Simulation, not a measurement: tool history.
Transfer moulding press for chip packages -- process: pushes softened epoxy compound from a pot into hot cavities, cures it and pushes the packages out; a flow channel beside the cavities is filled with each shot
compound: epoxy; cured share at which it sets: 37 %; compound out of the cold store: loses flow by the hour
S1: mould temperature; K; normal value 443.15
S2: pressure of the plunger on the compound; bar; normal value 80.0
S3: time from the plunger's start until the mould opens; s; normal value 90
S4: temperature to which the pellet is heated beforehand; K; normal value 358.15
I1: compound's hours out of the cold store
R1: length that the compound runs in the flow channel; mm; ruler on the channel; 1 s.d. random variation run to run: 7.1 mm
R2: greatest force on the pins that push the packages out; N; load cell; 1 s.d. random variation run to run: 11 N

run,day,S1,S2,S3,S4,I1,R1,R2
1,0.000,443.15,80.0,90,358.15,22.2,850,1060
# day 0.596: cavities cleaned with cleaning compound and waxed
2,1.533,443.15,80.0,90,358.15,31.1,807,805
3,3.296,443.15,80.0,90,358.15,35.1,779,999
# day 4.183: cavities cleaned with cleaning compound and waxed
4,5.025,443.15,80.0,90,358.15,18.1,871,880
5,6.471,443.15,80.0,97,358.15,44.8,747,892
# day 7.733: cavities cleaned with cleaning compound and waxed
6,7.908,443.15,80.0,90,363.15,44.4,717,617
7,9.700,443.15,80.0,90,363.15,34.3,761,937
8,10.804,443.15,80.0,90,358.15,26.1,799,1057
# day 11.292: cavities cleaned with cleaning compound and waxed
9,11.971,443.15,80.0,90,358.15,37.1,761,772
10,13.108,443.15,80.0,90,358.15,42.4,727,924
# day 14.846: cavities cleaned with cleaning compound and waxed
11,15.062,443.15,80.0,90,352.15,25.2,790,688
12,16.092,443.15,80.0,90,358.15,17.4,841,943
# day 16.450: plunger's sealing rings changed
# day 17.875: mould's thermocouples calibrated
13,17.971,443.15,80.0,90,358.15,45.6,753,952
# day 18.662: cavities cleaned with cleaning compound and waxed
14,19.908,443.15,80.0,90,358.15,8.9,931,896
15,21.196,443.15,80.0,90,358.15,19.3,870,1032
# day 22.296: cavities cleaned with cleaning compound and waxed
16,22.879,444.15,80.0,90,367.15,42.9,746,648
17,23.917,443.15,77.4,90,363.15,21.4,824,925
18,24.783,443.15,80.0,90,360.15,32.4,798,952
# day 25.875: cavities cleaned with cleaning compound and waxed
19,26.333,446.15,84.9,90,361.15,26.1,843,617
20,27.700,446.15,75.7,90,361.15,20.3,811,859
21,28.821,446.15,75.7,90,361.15,32.1,755,896
# day 29.488: cavities cleaned with cleaning compound and waxed
22,30.350,446.15,75.7,90,361.15,19.7,804,706
23,31.825,443.15,70.4,90,365.15,46.2,654,899
# day 33.092: cavities cleaned with cleaning compound and waxed
24,33.754,446.15,95.0,99,358.15,12.7,944,619
25,34.646,442.15,60.8,122,355.15,35.1,675,701
26,36.150,439.15,80.0,107,361.15,39.0,735,945
# day 36.754: cavities cleaned with cleaning compound and waxed
# day 37.825: plunger's sealing rings changed
27,38.162,447.15,69.8,122,358.15,21.7,797,644

A few steps of R1 between consecutive runs. Split each: what settings, incoming material and random variation would produce without the hidden state, and what is left over for the hidden state, along with gauge scatter present in only one of the two compared results (measured, and without hidden state):
Hidden conditions of the tool in this case: true mould temperature over the reading, C; pressure that reaches the compound, % of what is set; grip of the stained cavities, % over clean ones'; drift of the gauge itself on flow_mm, %; drift of the gauge itself on push_out_n, %.
Run 12 -> 13: plunger's sealing rings changed, mould's thermocouples calibrated. R1 -88 mm: hidden state +58, all else -146.
Run 23 -> 24: S1 443.15 -> 446.15, S2 70.4 -> 95.0, S3 90 -> 99, S4 365.15 -> 358.15, cavities cleaned with cleaning compound and waxed. R1 +290 mm: hidden state -23, all else +313.
Run 24 -> 25: S1 446.15 -> 442.15, S2 95.0 -> 60.8, S3 99 -> 122, S4 358.15 -> 355.15. R1 -269 mm: hidden state +15, all else -284.
Run 26 -> 27: S1 439.15 -> 447.15, S2 80.0 -> 69.8, S3 107 -> 122, S4 361.15 -> 358.15, cavities cleaned with cleaning compound and waxed, plunger's sealing rings changed. R1 +62 mm: hidden state +51, all else +11.
